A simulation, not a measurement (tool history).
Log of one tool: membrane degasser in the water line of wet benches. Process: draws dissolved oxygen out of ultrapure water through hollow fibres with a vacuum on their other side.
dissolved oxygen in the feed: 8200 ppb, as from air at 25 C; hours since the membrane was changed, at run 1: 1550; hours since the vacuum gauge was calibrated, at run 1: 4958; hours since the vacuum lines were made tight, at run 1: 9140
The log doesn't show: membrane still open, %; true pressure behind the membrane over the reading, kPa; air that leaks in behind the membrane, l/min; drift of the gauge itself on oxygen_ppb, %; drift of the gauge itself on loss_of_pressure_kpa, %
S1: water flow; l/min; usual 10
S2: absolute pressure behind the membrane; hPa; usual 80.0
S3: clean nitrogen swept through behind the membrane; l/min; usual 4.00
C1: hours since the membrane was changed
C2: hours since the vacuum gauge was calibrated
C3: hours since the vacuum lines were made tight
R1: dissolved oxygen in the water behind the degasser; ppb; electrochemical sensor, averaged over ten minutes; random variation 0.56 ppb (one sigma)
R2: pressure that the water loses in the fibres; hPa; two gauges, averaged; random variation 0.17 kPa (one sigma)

run,hour,S1,S2,S3,C1,C2,C3,R1,R2
1,0.0,10,80.0,4.00,1550,4958,9140,49.1,297.9
2,52.6,10,80.0,4.00,1603,5010,9192,50.3,294.4
3,79.8,10,80.0,4.00,1630,5037,9219,49.9,296.1
# hour 90.3: vacuum gauge calibrated
4,137.8,10,80.0,4.00,1687,47,9277,49.3,294.1
5,183.7,10,80.0,4.00,1733,93,9323,49.1,294.7
6,245.2,10,80.0,4.00,1795,155,9384,49.7,294.1
7,307.7,10,80.0,4.00,1857,217,9447,49.0,292.9
8,365.8,10,80.0,4.00,1915,275,9505,49.3,296.8
9,392.9,10,80.0,4.00,1943,303,9532,49.0,294.8
10,422.1,10,80.0,4.00,1972,332,9561,50.6,294.6
11,453.2,10,80.0,4.00,2003,363,9592,49.9,293.3
12,494.6,10,80.0,4.00,2044,404,9634,49.9,296.5
13,545.1,10,80.0,4.00,2095,455,9684,49.4,295.0
14,594.0,10,80.0,4.00,2144,504,9733,50.5,296.0
15,624.0,10,80.0,4.00,2174,534,9763,49.6,295.9
16,657.1,10,80.0,4.00,2207,567,9796,49.2,294.0
17,716.3,10,80.0,4.00,2266,626,9855,50.2,293.4
18,775.8,8,68.8,4.00,2326,686,9915,28.4,233.1
19,806.7,13,56.2,2.97,2356,716,9946,68.3,384.3
20,865.4,13,56.2,2.97,2415,775,10005,68.6,384.9
21,922.1,10,80.0,2.05,2472,832,10061,79.0,295.0
22,969.3,10,159.1,7.41,2519,879,10108,64.1,298.1
23,1018.2,10,107.5,8.13,2568,928,10157,43.0,292.4
24,1057.8,10,107.5,8.13,2607,967,10197,43.3,298.8
25,1111.1,10,78.6,2.99,2661,1021,10250,58.6,298.9
26,1150.0,6,166.7,1.94,2700,1060,10289,109.8,174.5
27,1185.4,6,166.7,1.94,2735,1095,10325,112.0,176.4
28,1233.4,10,182.9,4.00,2783,1143,10373,114.2,295.5
29,1273.8,10,182.9,4.00,2823,1183,10413,114.5,296.8
30,1333.6,15,58.7,5.36,2883,1243,10473,82.2,443.0
31,1376.3,9,177.5,4.42,2926,1286,10515,89.1,264.7
32,1420.1,9,177.5,4.42,2970,1330,10559,90.4,268.4
33,1448.8,10,88.6,4.00,2998,1358,10588,55.1,298.1

3 ways to go on from here, each from the tool as it stands after run 33. What would each give?
A,1475.9,12,88.6,4.00,3026,1386,10615,?,?
B,1475.9,10,81.2,4.00,3026,1386,10615,?,?
C,1475.9,6,80.0,6.93,3026,1386,10615,?,?

run,R1,R2
A,76.9,352.7
B,51.7,300.7
C,13.9,176.7
Without the tool's hidden state the same runs would have given:
run,R1,R2
A,73.0,347.6
B,48.9,296.4
C,12.9,174.1
